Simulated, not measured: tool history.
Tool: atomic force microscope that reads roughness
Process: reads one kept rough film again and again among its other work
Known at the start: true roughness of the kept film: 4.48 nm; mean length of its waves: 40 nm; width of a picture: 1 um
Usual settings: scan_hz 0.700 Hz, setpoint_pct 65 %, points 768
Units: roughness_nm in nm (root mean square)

run	hour	scan_hz	setpoint_pct	points	roughness_nm
1	0.0	0.700	65	768	3.770
2	35.7	0.700	65	768	3.618
3	65.2	0.540	65	768	4.043
4	101.2	0.540	65	768	3.818
5	125.9	0.540	65	768	3.701
6	154.5	0.700	77	768	3.477
7	182.5	0.700	65	768	3.989
8	211.1	0.700	65	768	3.804
9	260.2	1.613	65	592	3.462
10	295.4	0.622	64	509	3.947
11	337.5	1.311	57	768	3.699
12	381.7	1.311	57	768	4.057
13	433.7	0.783	63	768	3.778
14	477.1	0.783	63	768	3.594
15	506.6	1.822	65	768	3.846
16	555.7	1.045	65	589	3.644

Not shown: 7 entries that the log had between the listed runs. Between which runs, and how does the tool's hidden state differ before and after?
Between runs 2 and 3: new tip fitted (hour 50.9)
  radius of the tip, nm: 19.1 -> 7.7; height scale over the true one, %: -0.37 -> -0.39
  measured less the result without the state, roughness_nm: -0.549 -> -0.129 nm (root mean square)
Between runs 6 and 7: new tip fitted (hour 157.6); height scale calibrated on a step standard (hour 158.6)
  radius of the tip, nm: 20.4 -> 8.5; height scale over the true one, %: -0.44 -> -0.61
  measured less the result without the state, roughness_nm: -0.579 -> -0.170 nm (root mean square)
Between runs 9 and 10: new tip fitted (hour 264.7)
  radius of the tip, nm: 20.1 -> 9.9; height scale over the true one, %: -0.66 -> -0.68
  measured less the result without the state, roughness_nm: -0.572 -> -0.233 nm (root mean square)
Between runs 11 and 12: new tip fitted (hour 372.5); height scale calibrated on a step standard, once more (hour 376.8)
  radius of the tip, nm: 15.6 -> 6.5; height scale over the true one, %: -0.7 -> 0.02
  measured less the result without the state, roughness_nm: -0.440 -> -0.061 nm (root mean square)
Between runs 14 and 15: new tip fitted (hour 479.9)
  radius of the tip, nm: 19.3 -> 9; height scale over the true one, %: -0.04 -> -0.05
  measured less the result without the state, roughness_nm: -0.541 -> -0.163 nm (root mean square)
